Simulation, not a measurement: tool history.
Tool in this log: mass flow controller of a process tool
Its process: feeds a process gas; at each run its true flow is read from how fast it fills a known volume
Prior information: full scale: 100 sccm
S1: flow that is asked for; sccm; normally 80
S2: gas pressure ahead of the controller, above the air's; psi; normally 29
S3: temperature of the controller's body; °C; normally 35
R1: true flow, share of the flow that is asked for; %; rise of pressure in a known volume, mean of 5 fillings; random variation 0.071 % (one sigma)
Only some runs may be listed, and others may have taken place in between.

run    hour  S1    S2  S3      R1
  1       0  80    29  35   99.89
  2   216.2  80    29  35   99.85
  3   362.4  12    29  35   97.67
  4   572.6  12    29  35   97.66
  5   829.7  12    29  35   97.65
  6  1028.8  12    29  35   97.66
  7  1175.4  12    29  35    97.7
  8  1328.1  12  24.5  35   97.48
  9  1480.5  10    29  35   97.47
 10  1693.6  10    29  35   97.43
 11  1867.9  10    29  35   97.34
 12  2054.7  10    29  35   97.38
 13  2219.9  10    29  35   97.28
 14  2477.1  10    29  35   97.35
 15  2715.6  10    29  35    97.4
 16  2853.6  80    29  37   99.52
 17  3028.7  80    29  35   99.34
 18  3186.5  80    29  36   99.29
 19  3325.4  80  29.3  35   99.13
 20  3575.8  80  29.3  35   99.31
 21  3766.1  80  29.3  35   99.26
 22    3927  80  29.3  35   99.19
 23  4156.7  80  23.8  35   99.08
 24  4283.9  80    29  22   98.55
 25  4390.3  80    29  22    98.4
 26  4639.2  80  32.1  20   98.32
 27  4887.8  80  29.3  35   98.95
 28  5072.7  42  26.5  32   97.51
 29  5331.7  47  26.5  29   97.51
 30  5548.3  47  26.5  29   97.49
 31  5691.9  20  39.6  20   96.43
 32  5919.2  20  39.6  26   96.57
     6105.6  -- controller's zero set anew
     6144.9  -- gauge calibrated
 33  6144.9  84  38.9  39  100.49
 34  6372.5  90  29.6  26   99.64
 35  6554.5  90  29.6  31   99.89
 36  6659.9  22    29  35    98.2
 37    6835  22    29  35   97.94
 38  6946.5  54    29  31   98.69
 39  7106.9  14  39.9  21   97.04
 40  7260.6  20    29  33   97.78
 41  7392.7  20    29  33   97.61
 42  7634.1  98  21.2  33   99.85
 43  7826.3  98  21.2  33   99.98
 44  8007.4  11  32.2  24   96.69
 45  8168.9  11  32.2  24    96.8
 46  8326.8  17    29  22   96.77
 47  8468.4  61  31.5  33   98.91
     8557.5  -- gauge calibrated
 48    8629  23    29  35   98.05
 49  8742.5  31  23.8  26   97.71

Forecast each of these 3 alternatives for the next run:
  A  8866.8  11  23.8  26   ?
  B  8866.8  31  20.3  26   ?
  C  8866.8  12    29  35   ?

run     R1
  A     97
  B  97.69
  C  97.65
Stripped of hidden state, with their random variation kept, the same runs would have yielded:
run     R1
  A  97.07
  B  97.77
  C  97.72
